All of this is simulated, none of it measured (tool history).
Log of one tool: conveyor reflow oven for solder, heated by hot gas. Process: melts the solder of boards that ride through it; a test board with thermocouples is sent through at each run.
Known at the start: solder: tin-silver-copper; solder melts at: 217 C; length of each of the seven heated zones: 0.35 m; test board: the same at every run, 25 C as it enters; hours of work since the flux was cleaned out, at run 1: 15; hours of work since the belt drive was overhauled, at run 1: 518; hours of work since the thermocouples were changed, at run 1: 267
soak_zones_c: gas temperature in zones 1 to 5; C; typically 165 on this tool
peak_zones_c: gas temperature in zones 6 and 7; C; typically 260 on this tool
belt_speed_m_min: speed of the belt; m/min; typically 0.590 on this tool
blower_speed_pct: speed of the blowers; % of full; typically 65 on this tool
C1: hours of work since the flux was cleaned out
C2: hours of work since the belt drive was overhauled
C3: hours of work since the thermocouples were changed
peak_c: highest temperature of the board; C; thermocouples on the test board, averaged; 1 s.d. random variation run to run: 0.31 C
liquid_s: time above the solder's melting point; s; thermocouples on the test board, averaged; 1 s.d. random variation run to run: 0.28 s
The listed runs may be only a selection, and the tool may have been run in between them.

Run 1, day 0.000: usual settings; C1 15; C2 518; C3 267. Result: peak_c 247.7 C, liquid_s 49.1 s.
Run 2, day 0.608: usual settings but blower_speed_pct 74 % of full; C1 22; C2 525; C3 274. Result: peak_c 248.6 C, liquid_s 51.3 s.
Run 3, day 1.571: usual settings; C1 34; C2 537; C3 286. Result: peak_c 246.9 C, liquid_s 49.1 s.
Run 4, day 2.496: usual settings; C1 45; C2 548; C3 297. Result: peak_c 247.9 C, liquid_s 48.6 s.
Run 5, day 3.358: usual settings; C1 55; C2 558; C3 307. Result: peak_c 247.0 C, liquid_s 49.6 s.
Run 6, day 4.100: usual settings; C1 64; C2 567; C3 316. Result: peak_c 246.8 C, liquid_s 48.9 s.
Run 7, day 4.783: usual settings; C1 72; C2 575; C3 324. Result: peak_c 246.6 C, liquid_s 49.3 s.
Run 8, day 5.729: usual settings but soak_zones_c 174 C; C1 83; C2 587; C3 335. Result: peak_c 248.3 C, liquid_s 52.6 s.
Run 9, day 6.696: usual settings but soak_zones_c 174 C; C1 95; C2 598; C3 347. Result: peak_c 248.2 C, liquid_s 53.4 s.
Run 10, day 7.454: usual settings but soak_zones_c 174 C; C1 104; C2 607; C3 356. Result: peak_c 248.0 C, liquid_s 52.6 s.
Run 11, day 8.283: usual settings but soak_zones_c 174 C; C1 114; C2 617; C3 366. Result: peak_c 247.4 C, liquid_s 52.7 s.
Run 12, day 8.850: usual settings but soak_zones_c 174 C; C1 121; C2 624; C3 373. Result: peak_c 247.6 C, liquid_s 52.5 s.
Run 13, day 9.529: usual settings but soak_zones_c 174 C; C1 129; C2 632; C3 381. Result: peak_c 247.7 C, liquid_s 51.9 s.
Run 14, day 10.150: usual settings but soak_zones_c 174 C; C1 136; C2 639; C3 388. Result: peak_c 247.3 C, liquid_s 52.1 s.
Run 15, day 10.700: usual settings but soak_zones_c 154 C, peak_zones_c 274 C; C1 143; C2 646; C3 395. Result: peak_c 257.3 C, liquid_s 53.3 s.
Run 16, day 11.662: usual settings but soak_zones_c 154 C, peak_zones_c 274 C; C1 154; C2 658; C3 406. Result: peak_c 257.4 C, liquid_s 52.5 s.
Run 17, day 12.121: usual settings but soak_zones_c 178 C, peak_zones_c 249 C, blower_speed_pct 66 % of full; C1 160; C2 663; C3 412. Result: peak_c 238.4 C, liquid_s 46.5 s.
Run 18, day 12.592: usual settings but soak_zones_c 178 C, peak_zones_c 266 C, belt_speed_m_min 0.607 m/min, blower_speed_pct 53 % of full; C1 165; C2 669; C3 417. Result: peak_c 250.0 C, liquid_s 53.1 s.
Run 19, day 13.654: usual settings but peak_zones_c 258 C, belt_speed_m_min 0.518 m/min; C1 178; C2 681; C3 430. Result: peak_c 247.6 C, liquid_s 57.7 s.
Run 20, day 14.596: usual settings but peak_zones_c 258 C, belt_speed_m_min 0.518 m/min; C1 189; C2 693; C3 441. Result: peak_c 247.5 C, liquid_s 57.8 s.
Run 21, day 15.100: usual settings but soak_zones_c 175 C, peak_zones_c 258 C, belt_speed_m_min 0.518 m/min; C1 195; C2 699; C3 448. Result: peak_c 247.7 C, liquid_s 61.9 s.
Run 22, day 16.183: usual settings but peak_zones_c 274 C, blower_speed_pct 51 % of full; C1 208; C2 712; C3 460. Result: peak_c 255.4 C, liquid_s 53.4 s.
Run 23, day 16.662: usual settings but peak_zones_c 274 C, blower_speed_pct 51 % of full; C1 214; C2 717; C3 466. Result: peak_c 255.2 C, liquid_s 53.4 s.
Run 24, day 17.375: usual settings but peak_zones_c 255 C, blower_speed_pct 51 % of full; C1 223; C2 726; C3 475. Result: peak_c 237.8 C, liquid_s 40.4 s.
Run 25, day 18.021: usual settings but belt_speed_m_min 0.536 m/min, blower_speed_pct 88 % of full; C1 230; C2 734; C3 482. Result: peak_c 250.6 C, liquid_s 59.5 s.
Run 26, day 18.704: usual settings but soak_zones_c 171 C, belt_speed_m_min 0.536 m/min, blower_speed_pct 88 % of full; C1 238; C2 742; C3 491. Result: peak_c 251.5 C, liquid_s 62.1 s.
Run 27, day 19.667: usual settings but peak_zones_c 264 C, belt_speed_m_min 0.557 m/min, blower_speed_pct 60 % of full; C1 250; C2 753; C3 502. Result: peak_c 249.4 C, liquid_s 54.5 s.

Consider 3 possible next runs. They are alternatives, not a sequence: every one starts from the tool as it was left by run 27. What does each give?
Run A, day 20.342: usual settings but peak_zones_c 266 C, belt_speed_m_min 0.614 m/min, blower_speed_pct 60 % of full; C1 258; C2 761; C3 510. Result: peak_c ?, liquid_s ?.
Run B, day 20.342: usual settings but soak_zones_c 155 C, belt_speed_m_min 0.601 m/min, blower_speed_pct 53 % of full; C1 258; C2 761; C3 510. Result: peak_c ?, liquid_s ?.
Run C, day 20.342: usual settings but peak_zones_c 274 C; C1 258; C2 761; C3 510. Result: peak_c ?, liquid_s ?.

run  peak_c  liquid_s
  A   248.1      47.4
  B   240.3      39.1
  C   258.2      55.8
Take away the tool's hidden state, keep each run's random variation, and the runs would have read:
run  peak_c  liquid_s
  A   250.5      48.3
  B   242.7      40.6
  C   260.8      56.1
